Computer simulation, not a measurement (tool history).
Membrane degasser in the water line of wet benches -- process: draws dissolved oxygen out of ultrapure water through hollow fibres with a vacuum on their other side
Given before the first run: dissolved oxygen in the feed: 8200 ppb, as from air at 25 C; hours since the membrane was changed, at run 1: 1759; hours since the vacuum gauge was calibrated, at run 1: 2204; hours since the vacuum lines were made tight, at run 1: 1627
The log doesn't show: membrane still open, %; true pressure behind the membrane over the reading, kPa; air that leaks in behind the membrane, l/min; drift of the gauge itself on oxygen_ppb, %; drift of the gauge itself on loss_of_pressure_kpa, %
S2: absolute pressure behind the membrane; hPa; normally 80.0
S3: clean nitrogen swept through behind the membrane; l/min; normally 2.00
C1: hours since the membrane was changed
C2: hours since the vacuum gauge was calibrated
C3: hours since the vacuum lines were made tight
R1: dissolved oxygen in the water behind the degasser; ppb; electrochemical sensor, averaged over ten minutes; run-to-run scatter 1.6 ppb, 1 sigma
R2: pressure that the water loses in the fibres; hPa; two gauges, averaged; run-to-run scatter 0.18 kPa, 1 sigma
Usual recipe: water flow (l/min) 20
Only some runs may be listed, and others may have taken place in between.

Run 1, hour 0.0: usual settings; C1 1759; C2 2204; C3 1627. Result: R1 162.9 ppb, R2 361.7 hPa.
Run 2, hour 69.7: usual settings but S2 193.8 hPa; C1 1829; C2 2273; C3 1697. Result: R1 423.8 ppb, R2 365.4 hPa.
Run 3, hour 156.1: usual settings but S2 193.8 hPa; C1 1915; C2 2360; C3 1783. Result: R1 418.8 ppb, R2 361.0 hPa.
Run 4, hour 217.9: usual settings but S2 193.8 hPa; C1 1977; C2 2422; C3 1845. Result: R1 414.8 ppb, R2 364.4 hPa.
Run 5, hour 307.4: usual settings but S2 193.8 hPa; C1 2066; C2 2511; C3 1934. Result: R1 411.2 ppb, R2 362.9 hPa.
Run 6, hour 406.3: usual settings but S2 193.8 hPa; C1 2165; C2 2610; C3 2033. Result: R1 414.2 ppb, R2 368.1 hPa.
Run 7, hour 501.6: usual settings but S2 193.8 hPa; C1 2261; C2 2705; C3 2128. Result: R1 415.7 ppb, R2 367.6 hPa.
Run 8, hour 565.8: usual settings but S2 178.7 hPa; C1 2325; C2 2770; C3 2193. Result: R1 387.2 ppb, R2 366.4 hPa.
Run 9, hour 627.1: usual settings but S2 62.6 hPa; C1 2386; C2 2831; C3 2254. Result: R1 126.4 ppb, R2 364.1 hPa.
Run 10, hour 681.4: usual settings but S2 62.6 hPa; C1 2440; C2 2885; C3 2308. Result: R1 125.1 ppb, R2 367.6 hPa.
Run 11, hour 788.3: usual settings but S2 62.6 hPa; C1 2547; C2 2992; C3 2415. Result: R1 127.4 ppb, R2 363.8 hPa.
Run 12, hour 868.0: usual settings but S2 62.6 hPa; C1 2627; C2 3072; C3 2495. Result: R1 126.9 ppb, R2 364.5 hPa.
Run 13, hour 963.8: usual settings but water flow (l/min) 15; C1 2723; C2 3168; C3 2591. Result: R1 115.7 ppb, R2 277.3 hPa.
Run 14, hour 1058.2: usual settings; C1 2817; C2 3262; C3 2685. Result: R1 166.5 ppb, R2 365.9 hPa.
Run 15, hour 1123.2: usual settings; C1 2882; C2 3327; C3 2750. Result: R1 166.5 ppb, R2 367.2 hPa.
Run 16, hour 1194.3: usual settings but S3 2.86 l/min; C1 2953; C2 3398; C3 2821. Result: R1 135.7 ppb, R2 367.3 hPa.
Run 17, hour 1263.2: usual settings but S2 127.3 hPa, S3 3.73 l/min; C1 3022; C2 3467; C3 2890. Result: R1 175.5 ppb, R2 369.0 hPa.
Run 18, hour 1353.9: usual settings but water flow (l/min) 31, S2 127.3 hPa, S3 2.11 l/min; C1 3113; C2 3558; C3 2981. Result: R1 422.6 ppb, R2 566.8 hPa.
Run 19, hour 1410.8: usual settings but water flow (l/min) 23, S2 113.7 hPa; C1 3170; C2 3615; C3 3038. Result: R1 286.1 ppb, R2 425.9 hPa.
Run 20, hour 1518.9: usual settings but water flow (l/min) 23, S2 113.7 hPa; C1 3278; C2 3723; C3 3146. Result: R1 286.5 ppb, R2 424.7 hPa.
Run 21, hour 1565.9: usual settings but water flow (l/min) 23, S2 113.7 hPa; C1 3325; C2 3770; C3 3193. Result: R1 284.1 ppb, R2 425.9 hPa.
At hour 1571.7: vacuum gauge calibrated.
Run 22, hour 1627.8: usual settings but water flow (l/min) 17, S3 3.66 l/min; C1 3386; C2 56; C3 3254. Result: R1 97.1 ppb, R2 315.7 hPa.
Run 23, hour 1732.6: usual settings but water flow (l/min) 17, S3 3.66 l/min; C1 3491; C2 161; C3 3359. Result: R1 94.8 ppb, R2 314.6 hPa.
Run 24, hour 1821.8: usual settings but water flow (l/min) 28, S2 176.7 hPa, S3 3.66 l/min; C1 3580; C2 250; C3 3448. Result: R1 353.9 ppb, R2 519.6 hPa.
At hour 1830.8: vacuum gauge calibrated, once more.
Run 25, hour 1919.1: usual settings but water flow (l/min) 28, S2 176.7 hPa, S3 3.66 l/min; C1 3677; C2 88; C3 3545. Result: R1 346.4 ppb, R2 518.0 hPa.
Run 26, hour 2017.2: usual settings but water flow (l/min) 28, S2 176.7 hPa, S3 4.87 l/min; C1 3775; C2 186; C3 3643. Result: R1 284.5 ppb, R2 519.7 hPa.
Run 27, hour 2062.3: usual settings but water flow (l/min) 23, S2 114.4 hPa, S3 5.17 l/min; C1 3820; C2 232; C3 3688. Result: R1 154.7 ppb, R2 428.5 hPa.
Run 28, hour 2112.3: usual settings but water flow (l/min) 23, S2 114.4 hPa, S3 5.17 l/min; C1 3870; C2 282; C3 3738. Result: R1 153.9 ppb, R2 425.2 hPa.
Run 29, hour 2177.9: usual settings but S2 125.8 hPa, S3 1.05 l/min; C1 3936; C2 347; C3 3804. Result: R1 434.6 ppb, R2 373.7 hPa.
Run 30, hour 2252.5: usual settings but water flow (l/min) 13; C1 4011; C2 422; C3 3878. Result: R1 98.9 ppb, R2 241.6 hPa.
Run 31, hour 2336.7: usual settings but water flow (l/min) 14, S3 2.23 l/min; C1 4095; C2 506; C3 3963. Result: R1 99.0 ppb, R2 261.7 hPa.
Run 32, hour 2430.8: usual settings but water flow (l/min) 16; C1 4189; C2 600; C3 4057. Result: R1 124.7 ppb, R2 300.0 hPa.

Each row is a separate what-if for the run after 32, all from the same tool condition, not one after another. Results?
Run A, hour 2479.8: usual settings but water flow (l/min) 14, S3 2.04 l/min; C1 4238; C2 649; C3 4106. Result: R1 ?, R2 ?.
Run B, hour 2479.8: usual settings but water flow (l/min) 30, S2 51.3 hPa; C1 4238; C2 649; C3 4106. Result: R1 ?, R2 ?.
Run C, hour 2479.8: usual settings but water flow (l/min) 16; C1 4238; C2 649; C3 4106. Result: R1 ?, R2 ?.

run     R1     R2
  A  107.2  262.1
  B  172.9  555.8
  C  125.8  296.2
What these runs would have given with no unlogged condition in the tool:
run     R1     R2
  A   98.3  251.8
  B  152.2  533.7
  C  115.5  284.3

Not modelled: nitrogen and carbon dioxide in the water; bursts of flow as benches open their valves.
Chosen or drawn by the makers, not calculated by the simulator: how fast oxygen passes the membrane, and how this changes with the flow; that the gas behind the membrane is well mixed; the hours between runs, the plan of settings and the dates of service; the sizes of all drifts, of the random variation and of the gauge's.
